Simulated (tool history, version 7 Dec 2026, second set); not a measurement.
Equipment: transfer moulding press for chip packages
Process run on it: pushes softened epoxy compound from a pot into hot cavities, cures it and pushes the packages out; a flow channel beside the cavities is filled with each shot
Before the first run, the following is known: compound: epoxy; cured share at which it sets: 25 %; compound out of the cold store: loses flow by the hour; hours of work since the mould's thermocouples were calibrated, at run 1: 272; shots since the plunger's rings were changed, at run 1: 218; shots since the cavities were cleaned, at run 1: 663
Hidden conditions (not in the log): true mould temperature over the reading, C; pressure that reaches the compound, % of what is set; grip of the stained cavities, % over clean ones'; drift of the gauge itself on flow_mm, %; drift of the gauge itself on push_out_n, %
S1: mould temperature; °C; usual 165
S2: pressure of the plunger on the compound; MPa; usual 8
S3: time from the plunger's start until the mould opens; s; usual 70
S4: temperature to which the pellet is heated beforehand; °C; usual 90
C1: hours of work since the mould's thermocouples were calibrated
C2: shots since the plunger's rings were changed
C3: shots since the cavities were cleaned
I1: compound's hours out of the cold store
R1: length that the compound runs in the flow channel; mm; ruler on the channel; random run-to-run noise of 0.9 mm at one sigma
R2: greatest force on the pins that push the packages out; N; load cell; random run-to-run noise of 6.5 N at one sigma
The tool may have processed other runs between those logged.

run,hour,S1,S2,S3,S4,C1,C2,C3,I1,R1,R2
1,0,165,8,70,90,272,218,663,43.7,554.1,359
# hour 22.4: cavities cleaned with cleaning compound and waxed
2,32.6,165,8,70,90,289,598,125,17.1,619.6,299
3,60.1,165,8,70,90,305,934,461,41.3,556.1,331
4,92.3,164,8,70,90,322,1329,856,23,603.9,410
# hour 97.2: cavities cleaned with cleaning compound and waxed
5,112,164,8,103,90,332,1552,182,27.3,591.1,211
6,144.7,165,8,70,85,350,1952,582,24.1,598.6,361
7,166.1,165,8,70,85,362,2213,843,26.9,588.4,392
# hour 172.9: cavities cleaned with cleaning compound and waxed
8,193.1,165,8,70,90,376,2525,247,26.7,587.1,307
9,227.3,165,9.61,81,81,395,2943,665,11,689.2,281
# hour 250.3: cavities cleaned with cleaning compound and waxed
10,267.6,165,8,53,87,417,3419,212,26.6,584.4,636
11,297.2,165,9.11,70,90,433,3781,574,11.7,660.4,364
# hour 323.9: plunger's sealing rings changed
# hour 327.7: cavities cleaned with cleaning compound and waxed
12,328.9,165,9.11,70,90,448,43,14,41.5,598.8,270
13,362.7,165,6.14,61,93,467,457,428,44,483.5,442
14,383.4,165,9.07,70,86,478,710,681,37.6,605.2,354

Run 15 comes next. What will it give?
# hour 402.3: cavities cleaned with cleaning compound and waxed
15,422.9,165,9.31,76,86,499,1175,252,34.2,?,?

{"run 15": {"R1": 619.8, "R2": 269}}
With the hidden condition absent and the run-to-run variation left alone, this run would have shown R1 623.4 mm, R2 213 N.
